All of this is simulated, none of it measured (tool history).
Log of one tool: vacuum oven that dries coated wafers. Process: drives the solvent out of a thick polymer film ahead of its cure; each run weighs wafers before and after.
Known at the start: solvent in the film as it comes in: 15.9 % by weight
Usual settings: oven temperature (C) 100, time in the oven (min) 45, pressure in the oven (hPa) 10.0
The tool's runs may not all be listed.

run	hour	oven temperature (C)	time in the oven (min)	pressure in the oven (hPa)	solvent left in the film (%)
1	0.0	100	45	10.0	1.94
2	46.2	100	45	10.0	1.95
3	138.2	100	45	10.0	1.94
4	196.0	100	45	10.0	1.95
5	244.6	100	45	10.0	1.89
6	337.3	100	58	10.0	1.21
7	426.5	95	45	10.0	3.23
8	514.4	109	45	10.0	0.60
9	617.0	100	45	13.6	1.99
10	677.3	100	45	13.6	1.97
11	747.9	100	45	13.6	1.95
12	798.1	100	45	13.6	1.91
13	868.7	100	45	13.6	1.96
14	965.6	100	45	6.5	1.69
# hour 977.5: oven's thermocouples calibrated
15	1067.2	104	45	10.0	1.01
16	1122.2	104	45	10.0	1.05
17	1222.4	100	45	9.1	1.66
# hour 1297.1: oven's thermocouples calibrated, once more
18	1304.4	100	45	10.0	2.04
19	1350.9	100	45	13.2	2.16
20	1401.2	100	45	26.6	2.64
21	1495.6	100	45	26.6	2.63
22	1587.8	100	50	36.7	2.70
23	1631.9	89	27	10.9	7.57
24	1724.9	89	35	10.0	6.45
25	1780.2	108	60	29.5	1.12
26	1867.1	110	66	22.8	0.77
27	1937.1	88	66	22.8	4.48
28	2000.5	88	66	22.8	4.51
29	2085.4	88	35	5.3	6.46
30	2154.4	105	30	14.6	2.22
31	2217.3	103	30	14.6	2.68
32	2282.0	110	40	12.2	0.77
33	2337.7	110	40	12.2	0.73
34	2382.8	110	40	12.2	0.73
35	2443.0	86	51	7.6	5.48
36	2488.7	100	25	16.8	4.30
37	2562.2	100	25	16.8	4.28
38	2607.5	103	25	16.2	3.36
39	2687.1	103	25	16.2	3.36
40	2734.0	98	34	39.0	4.36

Forecast each of these 4 alternatives for the next run:
A	2818.9	93	36	10.0	?
B	2818.9	98	34	8.6	?
C	2818.9	92	60	13.2	?
D	2818.9	105	29	39.0	?

run	solvent left in the film (%)
A	4.61
B	3.25
C	2.95
D	2.91
Without the tool's hidden state the same runs would have given:
run	solvent left in the film (%)
A	4.88
B	3.49
C	3.11
D	3.10

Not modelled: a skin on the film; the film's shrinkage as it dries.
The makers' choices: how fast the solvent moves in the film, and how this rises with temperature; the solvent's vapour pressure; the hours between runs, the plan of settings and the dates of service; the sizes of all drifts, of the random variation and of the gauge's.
